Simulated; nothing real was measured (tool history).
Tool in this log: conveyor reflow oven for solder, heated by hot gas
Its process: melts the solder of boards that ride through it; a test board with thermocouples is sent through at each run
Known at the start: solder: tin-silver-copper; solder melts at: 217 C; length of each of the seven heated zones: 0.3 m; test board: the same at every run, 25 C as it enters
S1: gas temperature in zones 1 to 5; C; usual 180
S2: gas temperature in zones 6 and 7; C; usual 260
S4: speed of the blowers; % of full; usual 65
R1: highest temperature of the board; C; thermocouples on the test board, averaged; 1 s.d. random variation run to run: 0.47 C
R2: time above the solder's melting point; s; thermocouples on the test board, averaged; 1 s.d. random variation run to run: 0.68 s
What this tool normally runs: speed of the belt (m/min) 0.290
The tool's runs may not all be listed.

{"run": 1, "day": 0.0, "S1": 180, "S2": 260, "speed of the belt (m/min)": 0.29, "S4": 65, "R1": 246.0, "R2": 92.6}
{"day": 0.633, "done": "flux residue cleaned out of gas plates and filters"}
{"run": 2, "day": 1.462, "S1": 180, "S2": 260, "speed of the belt (m/min)": 0.29, "S4": 65, "R1": 245.3, "R2": 91.2}
{"run": 3, "day": 2.325, "S1": 180, "S2": 260, "speed of the belt (m/min)": 0.29, "S4": 61, "R1": 244.3, "R2": 89.2}
{"run": 4, "day": 4.133, "S1": 178, "S2": 260, "speed of the belt (m/min)": 0.29, "S4": 61, "R1": 244.3, "R2": 88.7}
{"run": 5, "day": 5.762, "S1": 178, "S2": 260, "speed of the belt (m/min)": 0.29, "S4": 61, "R1": 244.1, "R2": 87.8}
{"run": 6, "day": 6.696, "S1": 180, "S2": 260, "speed of the belt (m/min)": 0.29, "S4": 65, "R1": 246.2, "R2": 91.4}
{"run": 7, "day": 7.821, "S1": 184, "S2": 260, "speed of the belt (m/min)": 0.29, "S4": 65, "R1": 246.2, "R2": 95.3}
{"run": 8, "day": 8.654, "S1": 184, "S2": 260, "speed of the belt (m/min)": 0.29, "S4": 65, "R1": 245.2, "R2": 94.7}
{"day": 9.271, "done": "flux residue cleaned out of gas plates and filters, once more"}
{"run": 9, "day": 10.338, "S1": 184, "S2": 260, "speed of the belt (m/min)": 0.29, "S4": 65, "R1": 247.2, "R2": 96.5}
{"run": 10, "day": 11.883, "S1": 184, "S2": 260, "speed of the belt (m/min)": 0.329, "S4": 68, "R1": 245.3, "R2": 79.7}
{"run": 11, "day": 12.633, "S1": 193, "S2": 260, "speed of the belt (m/min)": 0.342, "S4": 54, "R1": 243.2, "R2": 77.8}
{"run": 12, "day": 13.396, "S1": 193, "S2": 260, "speed of the belt (m/min)": 0.342, "S4": 54, "R1": 241.6, "R2": 78.8}
{"day": 13.871, "done": "belt drive overhauled, speed set with a stopwatch"}
{"run": 13, "day": 14.846, "S1": 173, "S2": 256, "speed of the belt (m/min)": 0.337, "S4": 79, "R1": 239.9, "R2": 66.6}
{"run": 14, "day": 15.692, "S1": 173, "S2": 256, "speed of the belt (m/min)": 0.337, "S4": 79, "R1": 240.2, "R2": 66.4}
{"run": 15, "day": 17.308, "S1": 184, "S2": 257, "speed of the belt (m/min)": 0.337, "S4": 79, "R1": 242.9, "R2": 77.0}
{"run": 16, "day": 18.367, "S1": 193, "S2": 275, "speed of the belt (m/min)": 0.337, "S4": 79, "R1": 259.4, "R2": 98.6}
{"run": 17, "day": 20.112, "S1": 176, "S2": 260, "speed of the belt (m/min)": 0.29, "S4": 65, "R1": 244.8, "R2": 86.3}
{"run": 18, "day": 21.875, "S1": 190, "S2": 270, "speed of the belt (m/min)": 0.273, "S4": 65, "R1": 257.6, "R2": 116.7}

Branching from run 18: 4 alternative next runs. What would each branch give?
{"run": "A", "day": 22.833, "S1": 176, "S2": 260, "speed of the belt (m/min)": 0.322, "S4": 65, "R1": "?", "R2": "?"}
{"run": "B", "day": 22.833, "S1": 173, "S2": 260, "speed of the belt (m/min)": 0.29, "S4": 65, "R1": "?", "R2": "?"}
{"run": "C", "day": 22.833, "S1": 187, "S2": 270, "speed of the belt (m/min)": 0.273, "S4": 65, "R1": "?", "R2": "?"}
{"run": "D", "day": 22.833, "S1": 180, "S2": 252, "speed of the belt (m/min)": 0.29, "S4": 72, "R1": "?", "R2": "?"}

run=A R1=242.3 R2=71.2
run=B R1=244.0 R2=84.6
run=C R1=257.0 R2=114.4
run=D R1=239.3 R2=82.2
The same runs, with their run-to-run variation unchanged, on a tool lacking any hidden condition would have given:
run=A R1=246.4 R2=76.9
run=B R1=248.1 R2=90.4
run=C R1=261.0 R2=118.0
run=D R1=243.3 R2=88.6

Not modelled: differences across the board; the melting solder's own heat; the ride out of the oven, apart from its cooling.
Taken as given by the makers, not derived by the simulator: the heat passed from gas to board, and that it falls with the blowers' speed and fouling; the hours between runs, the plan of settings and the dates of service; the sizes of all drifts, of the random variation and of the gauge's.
